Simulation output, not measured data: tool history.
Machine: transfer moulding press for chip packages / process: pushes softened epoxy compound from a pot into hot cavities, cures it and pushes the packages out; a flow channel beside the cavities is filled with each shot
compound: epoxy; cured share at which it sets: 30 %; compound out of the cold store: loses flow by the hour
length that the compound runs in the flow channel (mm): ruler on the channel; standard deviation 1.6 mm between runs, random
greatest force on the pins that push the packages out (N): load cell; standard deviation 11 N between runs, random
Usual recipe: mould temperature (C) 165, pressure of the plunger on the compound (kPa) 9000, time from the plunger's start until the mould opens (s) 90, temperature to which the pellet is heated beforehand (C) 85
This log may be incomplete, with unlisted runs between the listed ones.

run   hour  mould temperature (C)  pressure of the plunger on the compound (kPa)  time from the plunger's start until the mould opens (s)  temperature to which the pellet is heated beforehand (C)  incoming compound's hours out of the cold store  length that the compound runs in the flow channel (mm)  greatest force on the pins that push the packages out (N)
  1      0                    165                                           9000                                                       90                                                        85                                             23.6                                                     727                                                        736
       7.2  -- plunger's sealing rings changed
      28.7  -- cavities cleaned with cleaning compound and waxed
  2   40.4                    165                                           9480                                                       90                                                        85                                             40.7                                                     722                                                        555
  3   59.8                    165                                           9480                                                       90                                                        85                                             46.6                                                     709                                                        639
  4     90                    165                                           9480                                                       90                                                        84                                             44.4                                                     710                                                        740
     103.6  -- cavities cleaned with cleaning compound and waxed
  5  114.9                    165                                           9000                                                       90                                                        85                                             14.9                                                     763                                                        598
  6  151.1                    165                                           9000                                                       90                                                        85                                             13.2                                                     768                                                        713
     177.2  -- cavities cleaned with cleaning compound and waxed
  7  182.7                    163                                           9000                                                       90                                                        85                                             37.8                                                     707                                                        594
  8    209                    163                                           9000                                                       90                                                        85                                             42.5                                                     693                                                        719
  9  242.4                    163                                           6950                                                       90                                                        85                                             44.9                                                     602                                                        835
       251  -- cavities cleaned with cleaning compound and waxed
 10  280.1                    163                                           6950                                                       90                                                        85                                             46.3                                                     601                                                        707
 11    305                    163                                           6950                                                       90                                                        85                                               17                                                     661                                                        843
     324.7  -- cavities cleaned with cleaning compound and waxed
 12  324.7                    165                                           9000                                                      114                                                        85                                             13.4                                                     752                                                        414
     339.4  -- plunger's sealing rings changed
 13    347                    165                                           9000                                                      114                                                        85                                             26.2                                                     743                                                        486
 14  372.8                    165                                           9000                                                       90                                                        85                                             31.6                                                     725                                                        745
     383.5  -- mould's thermocouples calibrated
     404.2  -- cavities cleaned with cleaning compound and waxed
 15  411.3                    165                                           9000                                                       90                                                        85                                             20.3                                                     752                                                        522
 16  432.4                    167                                          10250                                                       72                                                        84                                             28.8                                                     775                                                        865
 17  455.3                    165                                           8400                                                       90                                                        85                                               34                                                     687                                                        698
     478.8  -- cavities cleaned with cleaning compound and waxed
 18  492.2                    165                                           8400                                                       90                                                        85                                             43.6                                                     664                                                        544
 19  525.1                    165                                           8400                                                       90                                                        85                                             25.2                                                     705                                                        692
 20  547.8                    165                                          10070                                                       90                                                        77                                             42.5                                                     728                                                        732
     552.8  -- mould's thermocouples calibrated, once more
     554.3  -- cavities cleaned with cleaning compound and waxed
 21  575.8                    165                                          10070                                                       90                                                        77                                             40.8                                                     738                                                        693
 22  591.9                    165                                           7330                                                      112                                                        76                                             13.5                                                     688                                                        597
 23  607.9                    172                                           8120                                                      112                                                        86                                             20.8                                                     688                                                        592
     629.2  -- cavities cleaned with cleaning compound and waxed
 24  636.3                    168                                           7760                                                       95                                                        92                                             46.3                                                     625                                                        481
 25  659.2                    168                                           9440                                                       90                                                        88                                             45.7                                                     689                                                        595
     672.9  -- plunger's sealing rings changed
 26  698.2                    166                                           7750                                                      111                                                        88                                             30.4                                                     675                                                        632
     705.1  -- cavities cleaned with cleaning compound and waxed
 27  730.5                    165                                           9000                                                      123                                                        83                                             32.1                                                     722                                                        543
 28  766.5                    158                                           9000                                                      123                                                        77                                             27.9                                                     752                                                        762

Some steps in length that the compound runs in the flow channel (mm) between neighbouring runs. How much of each would the tool show without its hidden state too (settings, what came in, random variation), and how much is left for the hidden state, with any gauge scatter that isn't in both results?
What the log doesn't record here: true mould temperature over the reading, C; pressure that reaches the compound, % of what is set; grip of the stained cavities, % over clean ones'; drift of the gauge itself on flow_mm, %; drift of the gauge itself on push_out_n, %.
Run 1 -> 2: pressure of the plunger on the compound (kPa) 9000 -> 9480, plunger's sealing rings changed, cavities cleaned with cleaning compound and waxed. length that the compound runs in the flow channel (mm) -5: hidden state +18, all else -23.
Run 8 -> 9: pressure of the plunger on the compound (kPa) 9000 -> 6950. length that the compound runs in the flow channel (mm) -91: hidden state +0, all else -91.
Run 11 -> 12: mould temperature (C) 163 -> 165, pressure of the plunger on the compound (kPa) 6950 -> 9000, time from the plunger's start until the mould opens (s) 90 -> 114, cavities cleaned with cleaning compound and waxed. length that the compound runs in the flow channel (mm) +91: hidden state -4, all else +95.
Run 12 -> 13: plunger's sealing rings changed. length that the compound runs in the flow channel (mm) -9: hidden state +20, all else -29.
